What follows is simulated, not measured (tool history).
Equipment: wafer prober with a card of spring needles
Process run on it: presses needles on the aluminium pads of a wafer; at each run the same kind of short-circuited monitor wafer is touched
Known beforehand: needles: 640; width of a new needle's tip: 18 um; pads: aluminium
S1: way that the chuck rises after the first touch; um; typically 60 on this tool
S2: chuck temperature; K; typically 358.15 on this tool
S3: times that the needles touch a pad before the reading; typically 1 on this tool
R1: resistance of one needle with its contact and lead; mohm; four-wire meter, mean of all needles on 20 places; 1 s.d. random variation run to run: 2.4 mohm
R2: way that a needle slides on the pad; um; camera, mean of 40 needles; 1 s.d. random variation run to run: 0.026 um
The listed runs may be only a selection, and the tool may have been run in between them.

run 1 hour=0 | S1=60 S2=358.15 S3=1 | R1=275 R2=13.89
-- hour=15.7 tips cleaned on abrasive film
run 2 hour=30.8 | S1=60 S2=358.15 S3=1 | R1=274 R2=13.83
-- hour=46.6 tips cleaned on abrasive film
run 3 hour=66.6 | S1=60 S2=358.15 S3=1 | R1=269 R2=13.81
-- hour=74.9 tips cleaned on abrasive film
run 4 hour=96.5 | S1=60 S2=358.15 S3=1 | R1=269 R2=13.78
-- hour=103.4 tips cleaned on abrasive film
run 5 hour=121.1 | S1=60 S2=358.15 S3=3 | R1=271 R2=13.77
-- hour=132.9 tips cleaned on abrasive film
-- hour=161.6 tips cleaned on abrasive film
run 6 hour=170.8 | S1=47 S2=358.15 S3=1 | R1=275 R2=10.76
-- hour=192.5 tips cleaned on abrasive film
run 7 hour=217.9 | S1=60 S2=358.15 S3=1 | R1=269 R2=13.81
-- hour=221.9 tips cleaned on abrasive film
-- hour=231.3 height of the first contact set anew
run 8 hour=249.1 | S1=60 S2=358.15 S3=1 | R1=272 R2=13.71
-- hour=253.1 tips cleaned on abrasive film
-- hour=283.3 tips cleaned on abrasive film
run 9 hour=298.4 | S1=60 S2=358.15 S3=1 | R1=271 R2=13.7
-- hour=314.5 tips cleaned on abrasive film
run 10 hour=341.8 | S1=60 S2=358.15 S3=1 | R1=269 R2=13.71
-- hour=345 tips cleaned on abrasive film
run 11 hour=369.6 | S1=60 S2=358.15 S3=1 | R1=268 R2=13.75
-- hour=374.1 tips cleaned on abrasive film
-- hour=402.2 tips cleaned on abrasive film
run 12 hour=421.2 | S1=60 S2=358.15 S3=1 | R1=268 R2=13.72
-- hour=431 tips cleaned on abrasive film
-- hour=462.7 tips cleaned on abrasive film
run 13 hour=472 | S1=60 S2=358.15 S3=1 | R1=270 R2=13.69
-- hour=493.9 tips cleaned on abrasive film
run 14 hour=512.2 | S1=60 S2=322.15 S3=1 | R1=261 R2=13.63
-- hour=521.7 tips cleaned on abrasive film
-- hour=550.7 tips cleaned on abrasive film
run 15 hour=569.2 | S1=60 S2=322.15 S3=1 | R1=258 R2=13.63
-- hour=580.5 tips cleaned on abrasive film
run 16 hour=606.9 | S1=79 S2=322.15 S3=1 | R1=253 R2=17.95
-- hour=611.8 tips cleaned on abrasive film
-- hour=630.6 height of the first contact set anew
run 17 hour=630.6 | S1=79 S2=322.15 S3=1 | R1=253 R2=17.97
-- hour=642.8 tips cleaned on abrasive film
-- hour=674 tips cleaned on abrasive film
run 18 hour=680.1 | S1=79 S2=322.15 S3=1 | R1=251 R2=17.92

Run 19 comes next. What will it give?
-- hour=703.4 tips cleaned on abrasive film
run 19 hour=707.7 | S1=60 S2=299.15 S3=1 | R1=? R2=?

Logged for run 19: R1 247 mohm, R2 13.58 um.
Were there no unlogged condition in the tool, this run, its random variation unchanged, would have produced R1 247 mohm, R2 13.85 um.
